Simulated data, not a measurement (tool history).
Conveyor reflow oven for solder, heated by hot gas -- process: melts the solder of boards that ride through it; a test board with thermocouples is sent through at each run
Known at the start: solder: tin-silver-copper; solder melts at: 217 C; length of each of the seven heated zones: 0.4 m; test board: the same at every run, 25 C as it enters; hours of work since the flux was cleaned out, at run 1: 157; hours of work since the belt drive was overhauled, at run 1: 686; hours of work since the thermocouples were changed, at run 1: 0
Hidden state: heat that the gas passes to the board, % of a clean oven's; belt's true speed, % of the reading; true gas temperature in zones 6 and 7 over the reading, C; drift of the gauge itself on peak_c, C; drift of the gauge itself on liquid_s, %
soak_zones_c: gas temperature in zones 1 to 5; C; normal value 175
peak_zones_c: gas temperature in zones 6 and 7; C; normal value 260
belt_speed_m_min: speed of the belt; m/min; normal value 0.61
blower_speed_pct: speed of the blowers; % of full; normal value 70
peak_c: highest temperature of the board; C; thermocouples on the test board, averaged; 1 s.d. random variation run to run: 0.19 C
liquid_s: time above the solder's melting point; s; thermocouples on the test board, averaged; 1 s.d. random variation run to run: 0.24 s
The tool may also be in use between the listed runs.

| run | hour | soak_zones_c | peak_zones_c | belt_speed_m_min | blower_speed_pct | hours of work since the flux was cleaned out | hours of work since the belt drive was overhauled | hours of work since the thermocouples were changed | peak_c | liquid_s |
|---|---|---|---|---|---|---|---|---|---|---|
| 1 | 0 | 175 | 260 | 0.61 | 70 | 157 | 686 | 0 | 248.9 | 59.1 |
|  | 9.5 | flux residue cleaned out of gas plates and filters |
| 2 | 46.1 | 175 | 260 | 0.61 | 53 | 19 | 707 | 21 | 245.2 | 54.1 |
| 3 | 101.5 | 175 | 260 | 0.61 | 71 | 47 | 735 | 49 | 248.3 | 58.2 |
| 4 | 127.1 | 175 | 260 | 0.61 | 71 | 60 | 748 | 62 | 248 | 58.4 |
| 5 | 168.4 | 175 | 260 | 0.61 | 70 | 81 | 769 | 83 | 248 | 58.1 |
| 6 | 221 | 175 | 260 | 0.61 | 70 | 108 | 796 | 110 | 248 | 57.5 |
| 7 | 248.3 | 175 | 260 | 0.61 | 70 | 121 | 810 | 124 | 247.7 | 57.4 |
| 8 | 278.1 | 175 | 260 | 0.61 | 70 | 137 | 825 | 139 | 247.4 | 57.7 |
|  | 310.6 | flux residue cleaned out of gas plates and filters, once more |
| 9 | 317.4 | 175 | 260 | 0.61 | 70 | 3 | 842 | 156 | 249.2 | 59.7 |
| 10 | 353.7 | 175 | 260 | 0.61 | 70 | 22 | 861 | 175 | 249 | 59.7 |
| 11 | 396.6 | 175 | 260 | 0.61 | 70 | 44 | 883 | 197 | 248.9 | 59.2 |
| 12 | 430.1 | 166 | 260 | 0.61 | 70 | 61 | 900 | 214 | 247.3 | 54.9 |
| 13 | 455.2 | 175 | 259 | 0.61 | 70 | 74 | 912 | 226 | 247.8 | 58.6 |
| 14 | 487.4 | 175 | 259 | 0.61 | 70 | 90 | 929 | 243 | 247.9 | 58.4 |
| 15 | 548.2 | 175 | 259 | 0.61 | 70 | 121 | 960 | 274 | 247.5 | 58.3 |
| 16 | 590 | 175 | 254 | 0.61 | 70 | 142 | 981 | 295 | 243.2 | 54.4 |
|  | 627.1 | flux residue cleaned out of gas plates and filters |
| 17 | 628.1 | 175 | 254 | 0.61 | 70 | 0 | 998 | 312 | 243.3 | 55 |
| 18 | 665.3 | 171 | 249 | 0.608 | 52 | 19 | 1017 | 331 | 234.9 | 42.4 |
| 19 | 706.8 | 171 | 249 | 0.608 | 52 | 40 | 1038 | 352 | 234.6 | 42.3 |
| 20 | 739.1 | 171 | 249 | 0.608 | 56 | 57 | 1054 | 368 | 235.9 | 43.6 |
| 21 | 777.3 | 184 | 260 | 0.61 | 57 | 76 | 1074 | 388 | 247.7 | 61.5 |
| 22 | 835.8 | 164 | 260 | 0.683 | 51 | 106 | 1103 | 417 | 238.5 | 37.6 |
| 23 | 888.7 | 164 | 260 | 0.683 | 51 | 133 | 1130 | 444 | 238.2 | 37.7 |
| 24 | 916.6 | 170 | 260 | 0.61 | 78 | 147 | 1144 | 458 | 248.1 | 58.2 |
|  | 945.1 | flux residue cleaned out of gas plates and filters |
| 25 | 963.6 | 170 | 260 | 0.582 | 53 | 9 | 1166 | 480 | 245.9 | 57.3 |
| 26 | 1008.2 | 170 | 260 | 0.582 | 53 | 32 | 1189 | 502 | 245.7 | 57.1 |
| 27 | 1056.6 | 183 | 260 | 0.685 | 70 | 57 | 1213 | 527 | 246.6 | 53.5 |
| 28 | 1082.3 | 175 | 257 | 0.658 | 66 | 70 | 1226 | 540 | 243.2 | 49.8 |
| 29 | 1138.4 | 175 | 257 | 0.658 | 66 | 98 | 1255 | 569 | 243 | 49.4 |
| 30 | 1186.6 | 175 | 270 | 0.701 | 80 | 123 | 1279 | 593 | 254.8 | 54.6 |

Some steps in peak_c between neighbouring runs. How much of each would the tool show without its hidden state too (settings, what came in, random variation), and how much is left for the hidden state, with any gauge scatter that isn't in both results?
Run 8 -> 9: flux residue cleaned out of gas plates and filters, once more. peak_c +1.8 C: hidden state +1.6, all else +0.2.
Run 16 -> 17: flux residue cleaned out of gas plates and filters. peak_c +0.1 C: hidden state +0.5, all else -0.4.
Run 20 -> 21: soak_zones_c 171 -> 184, peak_zones_c 249 -> 260, belt_speed_m_min 0.608 -> 0.61, blower_speed_pct 56 -> 57. peak_c +11.8 C: hidden state -0.1, all else +11.9.
Run 23 -> 24: soak_zones_c 164 -> 170, belt_speed_m_min 0.683 -> 0.61, blower_speed_pct 51 -> 78. peak_c +9.9 C: hidden state -0.3, all else +10.2.
Run 24 -> 25: belt_speed_m_min 0.61 -> 0.582, blower_speed_pct 78 -> 53, flux residue cleaned out of gas plates and filters. peak_c -2.2 C: hidden state +0.8, all else -3.
Run 29 -> 30: peak_zones_c 257 -> 270, belt_speed_m_min 0.658 -> 0.701, blower_speed_pct 66 -> 80. peak_c +11.8 C: hidden state -0.3, all else +12.1.

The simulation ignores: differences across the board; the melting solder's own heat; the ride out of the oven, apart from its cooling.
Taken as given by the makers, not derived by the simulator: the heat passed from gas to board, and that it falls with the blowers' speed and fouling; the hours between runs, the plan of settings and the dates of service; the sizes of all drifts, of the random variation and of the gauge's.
